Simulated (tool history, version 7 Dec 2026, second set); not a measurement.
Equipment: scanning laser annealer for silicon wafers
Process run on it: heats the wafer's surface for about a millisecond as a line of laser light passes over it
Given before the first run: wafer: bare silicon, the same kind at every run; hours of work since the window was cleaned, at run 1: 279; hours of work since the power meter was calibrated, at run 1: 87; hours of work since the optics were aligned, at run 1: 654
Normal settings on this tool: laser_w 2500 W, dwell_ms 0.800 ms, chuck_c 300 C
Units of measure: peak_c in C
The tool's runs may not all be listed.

run,hour,laser_w,dwell_ms,chuck_c,hours of work since the window was cleaned,hours of work since the power meter was calibrated,hours of work since the optics were aligned,peak_c
1,0.0,2500,0.800,300,279,87,654,1012
2,5.1,2500,0.800,300,283,90,657,1009
3,12.4,2605,0.800,300,288,96,663,1045
4,22.1,2605,0.800,300,295,103,670,1045
5,27.6,2605,0.800,300,299,107,674,1045
6,32.2,2605,0.800,300,303,110,677,1049
7,40.4,2500,0.800,300,309,116,683,1014
8,49.0,2500,0.800,315,315,122,689,1026
9,54.0,2500,0.800,315,319,126,693,1030
# hour 59.6: optics aligned, line set to its width
10,64.6,2500,0.800,300,323,130,4,1011
11,71.4,2500,0.800,300,328,135,9,1009
12,76.1,2500,0.638,300,331,138,12,928
# hour 84.5: optics aligned, line set to its width, once more
13,89.2,2709,0.914,267,337,144,3,1106
14,99.6,2163,0.882,300,344,152,11,953
15,106.5,2334,0.997,275,349,157,16,1028
16,114.7,2230,0.741,275,355,163,22,894
17,125.6,2230,0.741,275,363,171,30,897
18,133.1,2179,0.800,300,369,176,35,926
19,144.0,2500,0.582,323,377,184,43,934
20,148.8,2746,0.875,300,380,188,47,1132

Run 21 has not been measured yet. What should we expect?
21,155.9,2746,0.684,300,385,193,52,?

peak_c: 1030 C
With no hidden state in the tool, this same run would have given peak_c 1049 C.

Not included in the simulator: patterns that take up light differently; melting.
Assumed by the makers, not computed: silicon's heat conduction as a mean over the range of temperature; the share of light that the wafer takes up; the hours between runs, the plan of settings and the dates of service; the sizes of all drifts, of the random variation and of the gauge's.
